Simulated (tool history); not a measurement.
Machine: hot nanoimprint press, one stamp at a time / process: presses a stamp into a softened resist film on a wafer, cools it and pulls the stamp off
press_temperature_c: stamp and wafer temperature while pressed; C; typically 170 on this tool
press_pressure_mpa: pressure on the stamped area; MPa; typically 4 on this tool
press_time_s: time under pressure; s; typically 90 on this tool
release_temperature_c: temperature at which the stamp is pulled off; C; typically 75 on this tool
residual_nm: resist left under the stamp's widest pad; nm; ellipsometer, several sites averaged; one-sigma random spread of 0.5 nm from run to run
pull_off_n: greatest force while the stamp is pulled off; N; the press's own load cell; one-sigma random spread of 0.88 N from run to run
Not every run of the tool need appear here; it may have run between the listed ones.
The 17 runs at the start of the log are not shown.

run    hour  press_temperature_c  press_pressure_mpa  press_time_s  release_temperature_c  hours of work since the thermocouple was calibrated  imprints on the stamp's release coat  hours of work since the press's seals were changed  residual_nm  pull_off_n
 18   781.4                  177                   4           136                     76                                                  452                                   189                                                 987         95.3       137.8
 19   809.2                  177                   4           136                     76                                                  469                                   270                                                1005         96.3       140.2
      827.6  -- press's hydraulic seals changed and the load cell set to zero
 20   846.8                  177                   4           136                     76                                                  488                                   355                                                  12         94.8       143.9
 21   888.5                  165                5.75            90                     75                                                  514                                   475                                                  38        153.1       148.5
      898.2  -- plate thermocouple calibrated
      923.3  -- stamp cleaned and given a new release coat
 22   954.2                  165                5.75            90                     75                                                   31                                    89                                                  74        143.6       135.6
 23   979.8                  170                2.56            90                     75                                                   47                                   163                                                  90        170.1       138.5
 24    1030                  178                3.27            90                     75                                                   79                                   307                                                 121        112.8       140.8
 25  1087.2                  178                4.25            90                     75                                                  115                                   472                                                 157          100       145.3
     1122.9  -- stamp cleaned and given a new release coat
 26  1136.9                  178                4.25            90                     75                                                  142                                    41                                                 184         99.5       134.1
 27  1191.7                  174                4.25            54                     68                                                  176                                   199                                                 219        144.8       153.1
 28  1243.2                  174                4.25            54                     68                                                  209                                   347                                                 251        144.7       155.5
 29  1271.5                  173                2.68            81                     75                                                  226                                   428                                                 269        159.3       144.5
 30  1303.1                  172                   4            47                     77                                                  246                                   519                                                 288        171.7         146

Each row is a separate what-if for the run after 30, all from the same tool condition, not one after another. Results?
     1321.4  -- stamp cleaned and given a new release coat
  A  1337.3                  172                   4            47                     73                                                  264                                    45                                                 306            ?           ?
     1321.4  -- stamp cleaned and given a new release coat
  B  1337.3                  163                 2.6            90                     75                                                  264                                    45                                                 306            ?           ?
     1321.4  -- stamp cleaned and given a new release coat
  C  1337.3                  172                5.48            47                     77                                                  264                                    45                                                 306            ?           ?

run  residual_nm  pull_off_n
  A        171.6         139
  B        222.1       135.3
  C          148       133.3
The same runs, with their run-to-run variation unchanged, on a tool lacking any hidden condition would have given:
run  residual_nm  pull_off_n
  A        166.4       136.4
  B        216.2       132.8
  C          143       130.7
